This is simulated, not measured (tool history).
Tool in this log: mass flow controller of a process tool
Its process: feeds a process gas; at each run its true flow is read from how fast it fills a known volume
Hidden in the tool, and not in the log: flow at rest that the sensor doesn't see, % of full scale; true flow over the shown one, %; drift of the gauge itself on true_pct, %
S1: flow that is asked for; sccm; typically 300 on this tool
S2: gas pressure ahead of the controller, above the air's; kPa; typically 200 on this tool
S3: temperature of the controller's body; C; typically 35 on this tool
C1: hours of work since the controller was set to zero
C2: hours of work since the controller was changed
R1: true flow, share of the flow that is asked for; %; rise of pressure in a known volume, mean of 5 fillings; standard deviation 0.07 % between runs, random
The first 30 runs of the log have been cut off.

Run 31, hour 5478.5: usual settings but S1 388 sccm, S2 243 kPa, S3 33 C; C1 5362; C2 5362. Result: R1 98.49 %.
At hour 5622.3: controller exchanged for a calibrated one.
Run 32, hour 5642.2: usual settings but S1 111 sccm, S3 33 C; C1 14; C2 14. Result: R1 98.06 %.
Run 33, hour 5837.2: usual settings but S1 111 sccm, S3 33 C; C1 150; C2 150. Result: R1 98.04 %.
Run 34, hour 6026.6: usual settings but S1 111 sccm, S3 33 C; C1 283; C2 283. Result: R1 98.15 %.
Run 35, hour 6273.8: usual settings but S1 612 sccm, S2 269 kPa, S3 21 C; C1 455; C2 455. Result: R1 99.56 %.
Run 36, hour 6521: usual settings but S1 286 sccm, S2 236 kPa, S3 20 C; C1 628; C2 628. Result: R1 99 %.
Run 37, hour 6738.7: usual settings but S3 34 C; C1 780; C2 780. Result: R1 98.66 %.
Run 38, hour 6849.7: usual settings but S1 258 sccm, S2 143 kPa, S3 26 C; C1 858; C2 858. Result: R1 99.08 %.
Run 39, hour 6996.4: usual settings but S1 258 sccm, S2 239 kPa, S3 26 C; C1 960; C2 960. Result: R1 98.63 %.
Run 40, hour 7125.8: usual settings but S1 258 sccm, S2 239 kPa, S3 26 C; C1 1051; C2 1051. Result: R1 98.79 %.
Run 41, hour 7338.3: usual settings but S1 258 sccm, S2 239 kPa, S3 37 C; C1 1199; C2 1199. Result: R1 98.27 %.
At hour 7376.6: gauge calibrated.
Run 42, hour 7482.3: usual settings but S1 258 sccm, S2 239 kPa, S3 37 C; C1 1300; C2 1300. Result: R1 97.35 %.
Run 43, hour 7595.7: usual settings but S1 258 sccm, S2 239 kPa, S3 37 C; C1 1379; C2 1379. Result: R1 97.35 %.
Run 44, hour 7820.6: usual settings but S1 258 sccm, S2 146 kPa, S3 32 C; C1 1536; C2 1536. Result: R1 98.16 %.
Run 45, hour 7982: usual settings but S1 532 sccm, S2 149 kPa, S3 24 C; C1 1649; C2 1649. Result: R1 99.19 %.
Run 46, hour 8247.7: usual settings but S1 154 sccm, S2 149 kPa, S3 24 C; C1 1835; C2 1835. Result: R1 98.29 %.
Run 47, hour 8409.2: usual settings but S1 154 sccm, S2 149 kPa, S3 24 C; C1 1947; C2 1947. Result: R1 98.03 %.
Run 48, hour 8539.8: usual settings but S1 154 sccm, S2 149 kPa, S3 24 C; C1 2039; C2 2039. Result: R1 98.28 %.

Consider 4 possible next runs. They are alternatives, not a sequence: every one starts from the tool as it was left by run 48. What does each give?
Run A, hour 8778.8: usual settings but S1 154 sccm, S2 207 kPa, S3 26 C; C1 2206; C2 2206. Result: R1 ?.
Run B, hour 8778.8: usual settings but S1 239 sccm, S2 253 kPa, S3 39 C; C1 2206; C2 2206. Result: R1 ?.
Run C, hour 8778.8: usual settings but S1 221 sccm, S2 190 kPa, S3 22 C; C1 2206; C2 2206. Result: R1 ?.
Run D, hour 8778.8: usual settings but S2 238 kPa; C1 2206; C2 2206. Result: R1 ?.

run     R1
  A  97.95
  B  97.48
  C  98.38
  D  97.74
Take away the tool's hidden state, keep each run's random variation, and the runs would have read:
run     R1
  A  97.79
  B  97.32
  C  98.22
  D  97.58
